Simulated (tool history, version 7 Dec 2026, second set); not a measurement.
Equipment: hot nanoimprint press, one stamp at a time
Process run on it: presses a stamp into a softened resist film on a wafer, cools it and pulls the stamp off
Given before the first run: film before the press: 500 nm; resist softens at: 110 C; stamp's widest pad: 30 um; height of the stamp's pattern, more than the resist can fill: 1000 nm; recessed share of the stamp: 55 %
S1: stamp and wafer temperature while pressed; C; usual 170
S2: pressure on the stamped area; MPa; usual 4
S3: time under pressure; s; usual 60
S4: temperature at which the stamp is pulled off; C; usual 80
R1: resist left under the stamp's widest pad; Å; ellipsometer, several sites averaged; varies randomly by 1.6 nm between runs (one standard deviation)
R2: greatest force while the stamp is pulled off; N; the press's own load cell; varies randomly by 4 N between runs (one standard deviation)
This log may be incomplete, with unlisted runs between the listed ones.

{"run": 1, "hour": 0.0, "S1": 170, "S2": 4, "S3": 60, "S4": 80, "R1": 2597, "R2": 217}
{"hour": 8.5, "done": "stamp cleaned and given a new release coat"}
{"run": 2, "hour": 25.6, "S1": 170, "S2": 4, "S3": 60, "S4": 80, "R1": 2607, "R2": 197}
{"run": 3, "hour": 49.9, "S1": 170, "S2": 4, "S3": 60, "S4": 80, "R1": 2627, "R2": 205}
{"run": 4, "hour": 66.6, "S1": 170, "S2": 4, "S3": 60, "S4": 80, "R1": 2668, "R2": 196}
{"run": 5, "hour": 98.5, "S1": 170, "S2": 4, "S3": 60, "S4": 80, "R1": 2664, "R2": 210}
{"run": 6, "hour": 133.0, "S1": 170, "S2": 4, "S3": 60, "S4": 80, "R1": 2665, "R2": 219}
{"run": 7, "hour": 166.5, "S1": 158, "S2": 4, "S3": 71, "S4": 80, "R1": 3796, "R2": 220}
{"run": 8, "hour": 193.6, "S1": 166, "S2": 4, "S3": 87, "S4": 80, "R1": 2790, "R2": 225}
{"hour": 201.7, "done": "stamp cleaned and given a new release coat"}
{"run": 9, "hour": 217.8, "S1": 170, "S2": 3.89, "S3": 60, "S4": 80, "R1": 2691, "R2": 198}
{"run": 10, "hour": 252.9, "S1": 170, "S2": 2.63, "S3": 46, "S4": 85, "R1": 3473, "R2": 185}
{"run": 11, "hour": 280.8, "S1": 170, "S2": 4, "S3": 60, "S4": 81, "R1": 2686, "R2": 201}
{"run": 12, "hour": 311.8, "S1": 159, "S2": 4, "S3": 60, "S4": 70, "R1": 3860, "R2": 244}

Below are 5 alternative next runs, each starting from the tool's condition after run 12. Predict each:
{"run": "A", "hour": 326.8, "S1": 170, "S2": 4, "S3": 95, "S4": 70, "R1": "?", "R2": "?"}
{"run": "B", "hour": 326.8, "S1": 170, "S2": 4, "S3": 60, "S4": 81, "R1": "?", "R2": "?"}
{"run": "C", "hour": 326.8, "S1": 159, "S2": 5.55, "S3": 72, "S4": 70, "R1": "?", "R2": "?"}
{"run": "D", "hour": 326.8, "S1": 170, "S2": 3.54, "S3": 60, "S4": 84, "R1": "?", "R2": "?"}
{"run": "E", "hour": 326.8, "S1": 172, "S2": 4, "S3": 60, "S4": 80, "R1": "?", "R2": "?"}

run=A R1=2355 R2=247
run=B R1=2715 R2=206
run=C R1=3310 R2=249
run=D R1=2895 R2=200
run=E R1=2510 R2=213
Stripped of hidden state, with their random variation kept, the same runs would have yielded:
run=A R1=2163 R2=225
run=B R1=2507 R2=187
run=C R1=3038 R2=227
run=D R1=2686 R2=181
run=E R1=2316 R2=193
